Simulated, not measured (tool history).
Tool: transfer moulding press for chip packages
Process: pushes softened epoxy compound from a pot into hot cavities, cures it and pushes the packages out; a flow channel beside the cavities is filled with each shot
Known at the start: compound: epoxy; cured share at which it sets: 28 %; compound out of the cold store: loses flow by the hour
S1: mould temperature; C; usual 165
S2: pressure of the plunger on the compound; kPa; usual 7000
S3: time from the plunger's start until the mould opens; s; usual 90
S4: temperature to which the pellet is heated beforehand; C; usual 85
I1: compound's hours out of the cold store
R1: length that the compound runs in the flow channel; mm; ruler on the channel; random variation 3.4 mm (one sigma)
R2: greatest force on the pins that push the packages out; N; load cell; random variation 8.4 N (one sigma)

run 1 hour=0 | S1=165 S2=7000 S3=90 S4=85 | I1=14 | R1=656 R2=559
run 2 hour=10.5 | S1=165 S2=7000 S3=90 S4=85 | I1=9 | R1=682 R2=604
run 3 hour=20 | S1=165 S2=7000 S3=90 S4=85 | I1=29 | R1=577 R2=632
run 4 hour=29.3 | S1=165 S2=7000 S3=90 S4=85 | I1=34.4 | R1=560 R2=632
run 5 hour=34.9 | S1=165 S2=7000 S3=90 S4=85 | I1=22.6 | R1=605 R2=634
-- hour=41.9 cavities cleaned with cleaning compound and waxed
run 6 hour=45.4 | S1=165 S2=7000 S3=90 S4=85 | I1=34.1 | R1=554 R2=414
run 7 hour=54.7 | S1=165 S2=7000 S3=90 S4=85 | I1=19.3 | R1=621 R2=504
run 8 hour=65.8 | S1=165 S2=7000 S3=90 S4=85 | I1=28.3 | R1=582 R2=563
run 9 hour=71.1 | S1=165 S2=7000 S3=90 S4=85 | I1=19.3 | R1=614 R2=605
run 10 hour=80.8 | S1=165 S2=7000 S3=90 S4=94 | I1=18.4 | R1=621 R2=636
run 11 hour=93.2 | S1=165 S2=7000 S3=90 S4=94 | I1=14.2 | R1=637 R2=640
run 12 hour=99.1 | S1=165 S2=7000 S3=90 S4=94 | I1=37.1 | R1=537 R2=670
-- hour=101.7 cavities cleaned with cleaning compound and waxed
run 13 hour=108 | S1=165 S2=7000 S3=90 S4=76 | I1=29.9 | R1=568 R2=425
run 14 hour=115.2 | S1=165 S2=7000 S3=90 S4=77 | I1=43 | R1=511 R2=503
-- hour=120.1 plunger's sealing rings changed
run 15 hour=128.7 | S1=165 S2=7000 S3=90 S4=77 | I1=15.4 | R1=674 R2=580
run 16 hour=136.8 | S1=161 S2=7000 S3=75 S4=83 | I1=47.6 | R1=545 R2=849
run 17 hour=145.6 | S1=165 S2=7000 S3=99 S4=95 | I1=45.3 | R1=536 R2=613
run 18 hour=156.2 | S1=168 S2=7000 S3=81 S4=85 | I1=33.8 | R1=581 R2=637
-- hour=163.6 cavities cleaned with cleaning compound and waxed
run 19 hour=168.9 | S1=168 S2=7000 S3=81 S4=85 | I1=21.4 | R1=631 R2=437
run 20 hour=174.4 | S1=165 S2=7350 S3=125 S4=89 | I1=28.5 | R1=616 R2=459
run 21 hour=181.7 | S1=165 S2=6290 S3=125 S4=79 | I1=22.9 | R1=603 R2=532
run 22 hour=188.2 | S1=165 S2=6470 S3=125 S4=79 | I1=32.6 | R1=568 R2=532
run 23 hour=199.9 | S1=170 S2=5580 S3=99 S4=92 | I1=34.3 | R1=505 R2=579
run 24 hour=207.1 | S1=170 S2=5580 S3=99 S4=92 | I1=10.7 | R1=605 R2=614
run 25 hour=214.6 | S1=170 S2=5580 S3=99 S4=92 | I1=25.5 | R1=539 R2=618
-- hour=223 cavities cleaned with cleaning compound and waxed
run 26 hour=223 | S1=170 S2=5580 S3=99 S4=92 | I1=8.8 | R1=611 R2=351
run 27 hour=234 | S1=165 S2=7050 S3=90 S4=89 | I1=31.5 | R1=585 R2=474
run 28 hour=241.5 | S1=165 S2=7000 S3=84 S4=85 | I1=32.7 | R1=585 R2=566

Forecast each of these 5 alternatives for the next run:
run A hour=249.6 | S1=165 S2=7000 S3=90 S4=89 | I1=40.2 | R1=? R2=?
run B hour=249.6 | S1=165 S2=8630 S3=81 S4=86 | I1=17.5 | R1=? R2=?
run C hour=249.6 | S1=167 S2=6230 S3=118 S4=85 | I1=30.3 | R1=? R2=?
run D hour=249.6 | S1=171 S2=7000 S3=84 S4=85 | I1=46.8 | R1=? R2=?
run E hour=249.6 | S1=172 S2=7000 S3=84 S4=85 | I1=40.5 | R1=? R2=?

run=A R1=547 R2=576
run=B R1=731 R2=627
run=C R1=556 R2=552
run=D R1=512 R2=533
run=E R1=530 R2=548
Without the tool's hidden state the same runs would have given:
run=A R1=561 R2=372
run=B R1=749 R2=402
run=C R1=570 R2=358
run=D R1=525 R2=343
run=E R1=544 R2=353

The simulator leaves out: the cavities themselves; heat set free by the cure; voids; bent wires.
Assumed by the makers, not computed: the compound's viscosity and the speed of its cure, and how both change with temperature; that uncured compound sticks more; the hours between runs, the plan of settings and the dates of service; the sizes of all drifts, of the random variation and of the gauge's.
